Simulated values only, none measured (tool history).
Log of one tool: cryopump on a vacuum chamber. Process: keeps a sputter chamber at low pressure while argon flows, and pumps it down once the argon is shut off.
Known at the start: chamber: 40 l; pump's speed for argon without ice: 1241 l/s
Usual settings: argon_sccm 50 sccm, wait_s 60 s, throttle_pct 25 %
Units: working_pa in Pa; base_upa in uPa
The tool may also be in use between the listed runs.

run	hour	argon_sccm	wait_s	throttle_pct	working_pa	base_upa
1	0	50	60	25	0.2736	2.38
2	36.5	50	60	25	0.272	2.45
3	63.3	50	60	25	0.2737	2.44
4	118.2	50	293	25	0.2755	1.19
5	170.8	50	60	25	0.274	2.47
6	226.6	50	60	25	0.2771	2.48
7	251.8	50	60	25	0.2769	2.53
8	296.9	45	60	25	0.2501	2.51
9	321	45	60	25	0.2516	2.55
10	360.5	45	60	25	0.2498	2.5
11	401.8	45	60	25	0.2483	2.58
12	434.4	45	60	26	0.2435	2.67
13	484.3	50	83	25	0.2807	2.28
14	515.3	48	121	19	0.3533	1.87
15	541.9	79	83	25	0.446	2.26
16	568.4	50	64	57	0.1298	2.62
17	618.5	26	94	42	0.0893	2.21
18	645.6	50	60	34	0.2102	2.76
19	674.7	50	60	34	0.2128	2.74
20	728.7	50	60	34	0.2107	2.81
21	771.1	40	205	46	0.1282	1.73
22	815	91	107	27	0.4855	2.22
23	867.7	39	43	45	0.1289	3.55
24	913	48	60	25	0.2763	2.96
25	951.9	66	60	55	0.1865	3.05
# hour 988.6: pump warmed up, emptied and cooled again
26	996.6	23	23	25	0.1264	5.11

Forecast each of these 3 alternatives for the next run:
A	1032.7	50	298	25	?	?
B	1032.7	50	39	15	?	?
C	1032.7	37	254	25	?	?

run	working_pa	base_upa
A	0.2752	1.54
B	0.4517	3.65
C	0.2024	1.63
Without the tool's hidden state the same runs would have given:
run	working_pa	base_upa
A	0.2735	0.54
B	0.45	2.65
C	0.2011	0.66
